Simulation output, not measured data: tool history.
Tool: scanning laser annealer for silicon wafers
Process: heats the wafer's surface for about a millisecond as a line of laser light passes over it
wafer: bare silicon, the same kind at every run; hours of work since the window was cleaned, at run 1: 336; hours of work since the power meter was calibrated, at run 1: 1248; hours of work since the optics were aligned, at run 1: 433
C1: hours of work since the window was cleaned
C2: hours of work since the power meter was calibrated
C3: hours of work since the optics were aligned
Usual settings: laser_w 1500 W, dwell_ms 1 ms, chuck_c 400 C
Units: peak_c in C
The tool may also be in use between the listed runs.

run 1 day=0 | laser_w=1500 dwell_ms=1 chuck_c=400 | C1=336 C2=1248 C3=433 | peak_c=1190
run 2 day=3.121 | laser_w=1500 dwell_ms=1 chuck_c=400 | C1=373 C2=1285 C3=470 | peak_c=1189
run 3 day=5.096 | laser_w=1500 dwell_ms=0.75 chuck_c=400 | C1=396 C2=1308 C3=494 | peak_c=1089
run 4 day=7.733 | laser_w=1500 dwell_ms=0.75 chuck_c=400 | C1=428 C2=1340 C3=525 | peak_c=1093
run 5 day=9.733 | laser_w=1500 dwell_ms=1 chuck_c=400 | C1=452 C2=1363 C3=549 | peak_c=1186
run 6 day=11.921 | laser_w=1500 dwell_ms=1 chuck_c=400 | C1=478 C2=1389 C3=575 | peak_c=1179
run 7 day=13.85 | laser_w=1500 dwell_ms=1 chuck_c=400 | C1=501 C2=1412 C3=598 | peak_c=1183
run 8 day=16.046 | laser_w=1500 dwell_ms=1 chuck_c=400 | C1=527 C2=1438 C3=624 | peak_c=1181
run 9 day=17.962 | laser_w=1500 dwell_ms=1 chuck_c=400 | C1=550 C2=1461 C3=647 | peak_c=1177
run 10 day=21.083 | laser_w=1500 dwell_ms=0.99 chuck_c=400 | C1=587 C2=1498 C3=684 | peak_c=1174
run 11 day=22.662 | laser_w=1289 dwell_ms=1 chuck_c=400 | C1=606 C2=1517 C3=703 | peak_c=1040
-- day=24.25 window over the wafer cleaned
run 12 day=25.167 | laser_w=1500 dwell_ms=1 chuck_c=400 | C1=11 C2=1546 C3=731 | peak_c=1195
run 13 day=28.175 | laser_w=1500 dwell_ms=1 chuck_c=400 | C1=47 C2=1582 C3=767 | peak_c=1192
run 14 day=30.7 | laser_w=1500 dwell_ms=1 chuck_c=400 | C1=77 C2=1612 C3=797 | peak_c=1187
run 15 day=34.192 | laser_w=1306 dwell_ms=1 chuck_c=400 | C1=118 C2=1653 C3=839 | peak_c=1063
run 16 day=35.712 | laser_w=1306 dwell_ms=1 chuck_c=400 | C1=136 C2=1671 C3=857 | peak_c=1061
-- day=37.679 optics aligned, line set to its width
run 17 day=37.925 | laser_w=1306 dwell_ms=1 chuck_c=400 | C1=160 C2=1695 C3=3 | peak_c=1079
run 18 day=40.529 | laser_w=1306 dwell_ms=1 chuck_c=400 | C1=191 C2=1726 C3=34 | peak_c=1075
run 19 day=42.717 | laser_w=1306 dwell_ms=1 chuck_c=400 | C1=217 C2=1752 C3=60 | peak_c=1075
run 20 day=46.229 | laser_w=1519 dwell_ms=1 chuck_c=400 | C1=259 C2=1794 C3=102 | peak_c=1212
run 21 day=48.1 | laser_w=1519 dwell_ms=1 chuck_c=400 | C1=281 C2=1816 C3=124 | peak_c=1210
run 22 day=49.562 | laser_w=1402 dwell_ms=0.73 chuck_c=399 | C1=299 C2=1834 C3=141 | peak_c=1035
run 23 day=52.788 | laser_w=1590 dwell_ms=1 chuck_c=402 | C1=337 C2=1872 C3=180 | peak_c=1254
run 24 day=55.196 | laser_w=1626 dwell_ms=1.17 chuck_c=406 | C1=366 C2=1901 C3=208 | peak_c=1341
run 25 day=57.942 | laser_w=1315 dwell_ms=1 chuck_c=367 | C1=398 C2=1934 C3=241 | peak_c=1037
run 26 day=60.796 | laser_w=1525 dwell_ms=1.19 chuck_c=370 | C1=432 C2=1967 C3=275 | peak_c=1234
run 27 day=64 | laser_w=1367 dwell_ms=0.77 chuck_c=370 | C1=471 C2=2006 C3=313 | peak_c=990
run 28 day=65.879 | laser_w=1367 dwell_ms=0.77 chuck_c=370 | C1=493 C2=2028 C3=336 | peak_c=986
run 29 day=68.483 | laser_w=1367 dwell_ms=0.77 chuck_c=370 | C1=524 C2=2059 C3=367 | peak_c=986
run 30 day=70.054 | laser_w=1367 dwell_ms=0.77 chuck_c=370 | C1=543 C2=2078 C3=385 | peak_c=986
run 31 day=73.496 | laser_w=1367 dwell_ms=0.77 chuck_c=370 | C1=584 C2=2119 C3=426 | peak_c=984
run 32 day=76.312 | laser_w=1541 dwell_ms=1.05 chuck_c=389 | C1=617 C2=2152 C3=460 | peak_c=1203
-- day=76.883 window over the wafer cleaned
run 33 day=79.888 | laser_w=1541 dwell_ms=1.05 chuck_c=389 | C1=36 C2=2194 C3=501 | peak_c=1225
run 34 day=82.325 | laser_w=1541 dwell_ms=1.05 chuck_c=389 | C1=65 C2=2223 C3=530 | peak_c=1223
run 35 day=85.521 | laser_w=1340 dwell_ms=1.08 chuck_c=389 | C1=103 C2=2261 C3=568 | peak_c=1099
run 36 day=87.817 | laser_w=1340 dwell_ms=1.08 chuck_c=421 | C1=130 C2=2288 C3=596 | peak_c=1131
run 37 day=90.35 | laser_w=1414 dwell_ms=1 chuck_c=393 | C1=160 C2=2318 C3=626 | peak_c=1121
run 38 day=92.325 | laser_w=1442 dwell_ms=1.13 chuck_c=427 | C1=184 C2=2342 C3=649 | peak_c=1213
run 39 day=94.838 | laser_w=1325 dwell_ms=0.76 chuck_c=400 | C1=214 C2=2372 C3=679 | peak_c=989
run 40 day=96.933 | laser_w=1647 dwell_ms=1.24 chuck_c=400 | C1=239 C2=2397 C3=704 | peak_c=1361

Forecast each of these 3 alternatives for the next run:
run A day=99.088 | laser_w=1443 dwell_ms=0.97 chuck_c=372 | C1=264 C2=2422 C3=730 | peak_c=?
run B day=99.088 | laser_w=1647 dwell_ms=1.24 chuck_c=376 | C1=264 C2=2422 C3=730 | peak_c=?
run C day=99.088 | laser_w=1540 dwell_ms=1 chuck_c=400 | C1=264 C2=2422 C3=730 | peak_c=?

run=A peak_c=1099
run=B peak_c=1335
run=C peak_c=1203
Without the tool's hidden state the same runs would have given:
run=A peak_c=1148
run=B peak_c=1399
run=C peak_c=1257

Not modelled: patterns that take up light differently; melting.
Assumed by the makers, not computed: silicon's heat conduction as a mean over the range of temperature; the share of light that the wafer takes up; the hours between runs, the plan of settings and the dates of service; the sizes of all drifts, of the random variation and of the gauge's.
